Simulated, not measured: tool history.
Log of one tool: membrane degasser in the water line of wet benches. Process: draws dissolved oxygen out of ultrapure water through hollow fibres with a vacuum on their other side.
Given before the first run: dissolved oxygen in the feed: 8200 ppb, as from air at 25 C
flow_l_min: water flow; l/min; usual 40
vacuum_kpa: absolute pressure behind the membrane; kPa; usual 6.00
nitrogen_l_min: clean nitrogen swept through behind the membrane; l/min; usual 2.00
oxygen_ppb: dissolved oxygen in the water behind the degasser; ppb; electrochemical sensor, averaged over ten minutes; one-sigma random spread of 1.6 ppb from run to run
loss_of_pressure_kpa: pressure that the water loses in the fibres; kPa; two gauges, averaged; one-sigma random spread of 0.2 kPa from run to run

run,hour,flow_l_min,vacuum_kpa,nitrogen_l_min,oxygen_ppb,loss_of_pressure_kpa
1,0.0,40,6.00,2.00,159.2,42.54
2,40.5,25,6.00,2.00,85.8,26.74
3,75.5,37,6.00,2.00,139.9,39.04
4,116.6,37,6.00,2.00,140.3,39.61
5,158.2,37,6.00,2.00,143.6,39.34
6,191.5,37,6.00,2.00,139.4,38.98
7,223.8,40,6.00,2.00,156.5,42.47
8,270.4,40,6.00,2.00,155.6,42.19
9,311.1,40,6.00,2.00,160.8,42.41
10,358.8,40,6.00,2.00,158.8,42.65
11,395.4,40,6.00,2.00,156.8,42.58
12,426.1,24,6.00,2.00,81.8,25.45
13,460.2,27,10.16,3.79,126.4,28.76
14,504.3,27,10.16,3.79,123.8,28.82
15,529.3,54,10.26,0.98,757.1,57.47
16,561.3,30,6.00,5.14,51.1,31.70
17,592.3,38,4.67,2.02,92.7,40.12

Forecast each of these 3 alternatives for the next run:
A,613.5,38,5.74,1.63,?,?
B,613.5,26,4.18,1.21,?,?
C,613.5,45,4.67,0.97,?,?

run,oxygen_ppb,loss_of_pressure_kpa
A,156.4,40.08
B,51.4,27.57
C,185.6,48.01
Stripped of hidden state, with their random variation kept, the same runs would have yielded:
run,oxygen_ppb,loss_of_pressure_kpa
A,156.4,40.08
B,51.3,27.57
C,185.6,48.01

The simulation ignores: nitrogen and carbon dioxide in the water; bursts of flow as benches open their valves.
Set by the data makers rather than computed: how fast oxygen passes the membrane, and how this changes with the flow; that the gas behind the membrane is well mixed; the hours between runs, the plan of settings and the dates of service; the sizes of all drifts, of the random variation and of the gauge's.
